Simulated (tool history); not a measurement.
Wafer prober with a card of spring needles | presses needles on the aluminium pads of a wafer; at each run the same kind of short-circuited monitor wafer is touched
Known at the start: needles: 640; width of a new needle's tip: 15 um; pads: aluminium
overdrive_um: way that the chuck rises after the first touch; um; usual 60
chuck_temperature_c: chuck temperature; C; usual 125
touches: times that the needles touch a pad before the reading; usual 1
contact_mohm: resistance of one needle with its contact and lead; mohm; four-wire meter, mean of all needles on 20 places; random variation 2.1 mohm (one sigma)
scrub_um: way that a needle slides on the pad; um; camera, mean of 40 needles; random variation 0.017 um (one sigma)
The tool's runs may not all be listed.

| run | day | overdrive_um | chuck_temperature_c | touches | contact_mohm | scrub_um |
|---|---|---|---|---|---|---|
| 1 | 0 | 60 | 125 | 1 | 235 | 12.9 |
| 2 | 0.433 | 60 | 125 | 1 | 238 | 12.91 |
| 3 | 0.971 | 60 | 125 | 1 | 236 | 12.93 |
|  | 1.404 | tips cleaned on abrasive film |
| 4 | 1.821 | 60 | 125 | 1 | 235 | 12.89 |
| 5 | 2.317 | 60 | 125 | 1 | 238 | 12.92 |
|  | 2.842 | tips cleaned on abrasive film |
| 6 | 3.304 | 60 | 125 | 1 | 236 | 12.92 |
| 7 | 3.946 | 60 | 125 | 1 | 235 | 12.9 |
|  | 4.238 | tips cleaned on abrasive film |
| 8 | 4.762 | 60 | 125 | 1 | 232 | 12.91 |
|  | 5.612 | tips cleaned on abrasive film |
| 9 | 5.75 | 60 | 125 | 1 | 236 | 12.93 |
| 10 | 6.171 | 60 | 125 | 1 | 235 | 12.91 |
|  | 6.521 | height of the first contact set anew |
| 11 | 6.854 | 60 | 25 | 1 | 211 | 12.92 |
|  | 7.021 | tips cleaned on abrasive film |
| 12 | 7.283 | 60 | 25 | 1 | 213 | 12.91 |
| 13 | 7.692 | 60 | 25 | 1 | 213 | 12.96 |
|  | 8.408 | tips cleaned on abrasive film |
| 14 | 8.521 | 60 | 25 | 1 | 217 | 12.93 |
| 15 | 8.929 | 60 | 25 | 1 | 210 | 12.91 |
| 16 | 9.604 | 60 | 25 | 1 | 215 | 12.92 |
|  | 9.792 | tips cleaned on abrasive film |
| 17 | 10.267 | 60 | 25 | 1 | 212 | 12.9 |
|  | 11.171 | tips cleaned on abrasive film |
| 18 | 11.267 | 60 | 82 | 3 | 228 | 12.94 |
| 19 | 11.862 | 67 | 68 | 1 | 221 | 14.43 |
| 20 | 12.483 | 67 | 68 | 1 | 223 | 14.43 |
|  | 12.562 | tips cleaned on abrasive film |
| 21 | 13.071 | 67 | 39 | 1 | 216 | 14.42 |
| 22 | 13.6 | 60 | 67 | 2 | 220 | 12.93 |
|  | 13.996 | tips cleaned on abrasive film |
| 23 | 14.238 | 44 | 79 | 2 | 230 | 9.46 |
| 24 | 14.696 | 60 | 125 | 1 | 240 | 12.93 |
| 25 | 15.179 | 51 | 62 | 1 | 223 | 11 |
|  | 15.408 | tips cleaned on abrasive film |
| 26 | 16.142 | 51 | 62 | 1 | 223 | 11 |
| 27 | 16.721 | 51 | 62 | 1 | 222 | 10.95 |
|  | 16.817 | tips cleaned on abrasive film |
| 28 | 17.296 | 51 | 62 | 1 | 223 | 10.99 |
| 29 | 17.921 | 51 | 125 | 2 | 236 | 10.95 |
|  | 18.225 | tips cleaned on abrasive film |
| 30 | 18.675 | 59 | 60 | 2 | 221 | 12.72 |
|  | 19.638 | tips cleaned on abrasive film |
| 31 | 19.658 | 52 | 60 | 1 | 221 | 11.18 |
| 32 | 20.488 | 60 | 122 | 1 | 231 | 12.9 |
|  | 21.012 | tips cleaned on abrasive film |
| 33 | 21.012 | 40 | 34 | 1 | 215 | 8.6 |

4 ways to go on from here, each from the tool as it stands after run 33. What would each give?
| A | 21.754 | 52 | 34 | 2 | ? | ? |
| B | 21.754 | 57 | 114 | 1 | ? | ? |
| C | 21.754 | 53 | 33 | 2 | ? | ? |
| D | 21.754 | 69 | 34 | 3 | ? | ? |

| run | contact_mohm | scrub_um |
|---|---|---|
| A | 216 | 11.19 |
| B | 233 | 12.27 |
| C | 215 | 11.39 |
| D | 216 | 14.85 |
Without the tool's hidden state the same runs would have given:
| run | contact_mohm | scrub_um |
|---|---|---|
| A | 216 | 11.19 |
| B | 233 | 12.28 |
| C | 215 | 11.39 |
| D | 216 | 14.85 |

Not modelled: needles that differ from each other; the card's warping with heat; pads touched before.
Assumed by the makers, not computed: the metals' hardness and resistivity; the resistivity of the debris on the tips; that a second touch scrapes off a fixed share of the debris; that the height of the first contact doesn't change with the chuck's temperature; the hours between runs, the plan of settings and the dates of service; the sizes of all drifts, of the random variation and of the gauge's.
